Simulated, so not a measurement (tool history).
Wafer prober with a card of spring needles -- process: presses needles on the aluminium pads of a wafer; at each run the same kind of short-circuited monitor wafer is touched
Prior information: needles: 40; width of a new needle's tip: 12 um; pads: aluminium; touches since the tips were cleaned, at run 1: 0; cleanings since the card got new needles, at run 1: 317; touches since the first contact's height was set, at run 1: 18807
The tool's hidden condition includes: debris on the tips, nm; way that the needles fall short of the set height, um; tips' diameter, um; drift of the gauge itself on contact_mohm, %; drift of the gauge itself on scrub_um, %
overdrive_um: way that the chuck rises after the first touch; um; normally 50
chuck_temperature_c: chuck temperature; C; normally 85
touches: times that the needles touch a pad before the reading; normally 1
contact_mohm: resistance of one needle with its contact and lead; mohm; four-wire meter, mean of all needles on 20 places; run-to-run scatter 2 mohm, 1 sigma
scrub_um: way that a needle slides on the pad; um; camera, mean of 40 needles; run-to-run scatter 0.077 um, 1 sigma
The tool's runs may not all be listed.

run	hour	overdrive_um	chuck_temperature_c	touches	touches since the tips were cleaned	cleanings since the card got new needles	touches since the first contact's height was set	contact_mohm	scrub_um
1	0.0	50	85	1	0	317	18807	216	8.72
# hour 4.5: tips cleaned on abrasive film
# hour 10.0: tips cleaned on abrasive film
# hour 15.6: tips cleaned on abrasive film
# hour 21.1: tips cleaned on abrasive film
# hour 33.1: card fitted with new needles
# hour 38.7: tips cleaned on abrasive film
# hour 44.2: tips cleaned on abrasive film
# hour 49.8: tips cleaned on abrasive film
# hour 55.3: tips cleaned on abrasive film
2	59.5	50	85	1	2539	4	15839	235	8.92
# hour 60.7: tips cleaned on abrasive film
# hour 66.2: tips cleaned on abrasive film
# hour 71.8: tips cleaned on abrasive film
# hour 76.3: tips cleaned on abrasive film
# hour 81.8: tips cleaned on abrasive film
# hour 87.4: tips cleaned on abrasive film
# hour 92.9: tips cleaned on abrasive film
# hour 97.4: tips cleaned on abrasive film
# hour 102.9: tips cleaned on abrasive film
3	104.6	32	85	1	1008	13	42782	245	5.61
# hour 108.0: tips cleaned on abrasive film
# hour 113.5: tips cleaned on abrasive film
# hour 119.1: tips cleaned on abrasive film
# hour 124.6: tips cleaned on abrasive film
# hour 130.2: tips cleaned on abrasive film
# hour 135.7: tips cleaned on abrasive film
# hour 141.3: tips cleaned on abrasive film
4	141.8	50	85	1	292	20	65019	220	8.64
# hour 146.2: tips cleaned on abrasive film
# hour 151.8: tips cleaned on abrasive film
# hour 157.3: tips cleaned on abrasive film
# hour 162.9: tips cleaned on abrasive film
# hour 168.4: tips cleaned on abrasive film
# hour 174.0: tips cleaned on abrasive film
# hour 178.5: tips cleaned on abrasive film
5	180.4	50	85	3	1200	27	88165	218	8.58
# hour 183.8: tips cleaned on abrasive film
# hour 189.4: tips cleaned on abrasive film
# hour 194.9: tips cleaned on abrasive film
# hour 200.5: tips cleaned on abrasive film
# hour 206.0: tips cleaned on abrasive film
# hour 210.5: tips cleaned on abrasive film
# hour 216.0: tips cleaned on abrasive film
# hour 221.6: tips cleaned on abrasive film
# hour 227.1: tips cleaned on abrasive film
6	229.1	50	85	1	1209	36	117304	228	8.67
# hour 232.5: tips cleaned on abrasive film
# hour 238.0: tips cleaned on abrasive film
# hour 243.6: tips cleaned on abrasive film
# hour 249.2: tips cleaned on abrasive film
# hour 253.6: tips cleaned on abrasive film
# hour 259.2: tips cleaned on abrasive film
7	261.1	50	85	1	1190	42	136449	228	8.45
# hour 264.5: tips cleaned on abrasive film
# hour 269.0: tips cleaned on abrasive film
# hour 274.5: tips cleaned on abrasive film
# hour 279.0: tips cleaned on abrasive film
# hour 284.5: tips cleaned on abrasive film
# hour 290.1: tips cleaned on abrasive film
# hour 295.6: tips cleaned on abrasive film
# hour 297.9: tips cleaned on abrasive film, once more
# hour 303.5: tips cleaned on abrasive film
# hour 309.0: tips cleaned on abrasive film
8	309.1	50	85	1	65	52	165109	216	8.38
# hour 313.6: tips cleaned on abrasive film
# hour 319.1: tips cleaned on abrasive film
# hour 324.7: tips cleaned on abrasive film
# hour 330.3: tips cleaned on abrasive film
# hour 335.8: tips cleaned on abrasive film
9	336.8	50	85	1	588	57	181657	228	8.43
# hour 341.2: tips cleaned on abrasive film
# hour 346.8: tips cleaned on abrasive film
# hour 352.3: tips cleaned on abrasive film
# hour 356.8: tips cleaned on abrasive film
# hour 362.4: tips cleaned on abrasive film
# hour 367.9: tips cleaned on abrasive film
# hour 370.4: height of the first contact set anew
# hour 372.7: tips cleaned on abrasive film
# hour 378.2: tips cleaned on abrasive film
10	380.1	50	85	1	1132	65	5786	226	8.82
# hour 383.5: tips cleaned on abrasive film
# hour 387.9: tips cleaned on abrasive film
# hour 393.5: tips cleaned on abrasive film
# hour 399.0: tips cleaned on abrasive film
# hour 404.6: tips cleaned on abrasive film
# hour 410.1: tips cleaned on abrasive film
11	412.2	63	50	2	1255	71	24996	213	11.07
# hour 415.6: tips cleaned on abrasive film
# hour 421.1: tips cleaned on abrasive film
# hour 426.7: tips cleaned on abrasive film
# hour 431.1: tips cleaned on abrasive film
# hour 436.7: tips cleaned on abrasive film
# hour 442.2: tips cleaned on abrasive film
# hour 447.8: tips cleaned on abrasive film
# hour 453.3: tips cleaned on abrasive film
# hour 458.9: tips cleaned on abrasive film
# hour 464.4: tips cleaned on abrasive film
12	464.8	63	50	2	198	81	56449	211	11.04
# hour 469.2: tips cleaned on abrasive film
# hour 474.8: tips cleaned on abrasive film
# hour 480.3: tips cleaned on abrasive film
# hour 485.9: tips cleaned on abrasive film
# hour 491.5: tips cleaned on abrasive film
# hour 497.0: tips cleaned on abrasive film
# hour 502.6: tips cleaned on abrasive film
# hour 508.1: tips cleaned on abrasive film
13	512.3	63	50	2	2523	89	84909	218	10.98
# hour 513.4: tips cleaned on abrasive film
# hour 519.0: tips cleaned on abrasive film
# hour 524.6: tips cleaned on abrasive film
# hour 530.1: tips cleaned on abrasive film
# hour 534.6: tips cleaned on abrasive film
# hour 540.1: tips cleaned on abrasive film
# hour 545.7: tips cleaned on abrasive film
# hour 550.1: tips cleaned on abrasive film
# hour 555.7: tips cleaned on abrasive film
14	556.3	51	117	3	370	98	111214	226	8.85
# hour 560.8: tips cleaned on abrasive film
# hour 566.3: tips cleaned on abrasive film
# hour 571.9: tips cleaned on abrasive film
# hour 577.4: tips cleaned on abrasive film
# hour 583.0: tips cleaned on abrasive film
# hour 588.5: tips cleaned on abrasive film
# hour 594.1: tips cleaned on abrasive film
15	597.5	51	76	3	2100	105	135924	223	8.70
# hour 598.7: tips cleaned on abrasive film
# hour 603.2: tips cleaned on abrasive film
# hour 608.7: tips cleaned on abrasive film
# hour 614.3: tips cleaned on abrasive film
# hour 619.8: tips cleaned on abrasive film
# hour 625.4: tips cleaned on abrasive film
16	628.0	51	44	3	1562	111	154113	219	8.68
# hour 630.2: tips cleaned on abrasive film
# hour 635.8: tips cleaned on abrasive film
# hour 640.3: tips cleaned on abrasive film
# hour 645.8: tips cleaned on abrasive film
# hour 651.4: tips cleaned on abrasive film
# hour 655.8: tips cleaned on abrasive film
17	659.5	51	44	3	2227	117	172964	221	8.66
# hour 660.7: tips cleaned on abrasive film
# hour 666.2: tips cleaned on abrasive film
# hour 671.8: tips cleaned on abrasive film
# hour 676.2: tips cleaned on abrasive film
# hour 681.8: tips cleaned on abrasive film
# hour 687.3: tips cleaned on abrasive film
# hour 692.9: tips cleaned on abrasive film
# hour 698.4: tips cleaned on abrasive film
# hour 702.9: tips cleaned on abrasive film
# hour 707.6: height of the first contact set anew
# hour 708.8: tips cleaned on abrasive film
18	710.2	50	85	1	846	127	1510	227	8.77
# hour 713.5: tips cleaned on abrasive film
# hour 718.0: tips cleaned on abrasive film
# hour 723.5: tips cleaned on abrasive film
# hour 729.1: tips cleaned on abrasive film
# hour 733.6: tips cleaned on abrasive film
# hour 739.1: tips cleaned on abrasive film
# hour 744.7: tips cleaned on abrasive film
# hour 749.1: tips cleaned on abrasive film
# hour 754.7: tips cleaned on abrasive film
# hour 760.2: tips cleaned on abrasive film
19	763.0	50	85	1	1699	137	33137	234	8.75
# hour 765.3: tips cleaned on abrasive film
# hour 770.9: tips cleaned on abrasive film
# hour 776.4: tips cleaned on abrasive film
# hour 782.0: tips cleaned on abrasive film
# hour 786.4: tips cleaned on abrasive film
# hour 792.0: tips cleaned on abrasive film
20	792.2	52	85	1	111	143	50538	220	9.15

Below are 3 alternative next runs, each starting from the tool's condition after run 20. Predict each:
# hour 796.6: tips cleaned on abrasive film
# hour 802.2: tips cleaned on abrasive film
# hour 807.7: tips cleaned on abrasive film
# hour 813.3: tips cleaned on abrasive film
A	815.1	38	112	1	1112	147	64283	?	?
# hour 796.6: tips cleaned on abrasive film
# hour 802.2: tips cleaned on abrasive film
# hour 807.7: tips cleaned on abrasive film
# hour 813.3: tips cleaned on abrasive film
B	815.1	50	59	1	1112	147	64283	?	?
# hour 796.6: tips cleaned on abrasive film
# hour 802.2: tips cleaned on abrasive film
# hour 807.7: tips cleaned on abrasive film
# hour 813.3: tips cleaned on abrasive film
C	815.1	50	85	2	1112	147	64283	?	?

run	contact_mohm	scrub_um
A	252	6.59
B	227	8.66
C	228	8.80
Without the tool's hidden state the same runs would have given:
run	contact_mohm	scrub_um
A	229	6.74
B	212	8.82
C	219	8.96

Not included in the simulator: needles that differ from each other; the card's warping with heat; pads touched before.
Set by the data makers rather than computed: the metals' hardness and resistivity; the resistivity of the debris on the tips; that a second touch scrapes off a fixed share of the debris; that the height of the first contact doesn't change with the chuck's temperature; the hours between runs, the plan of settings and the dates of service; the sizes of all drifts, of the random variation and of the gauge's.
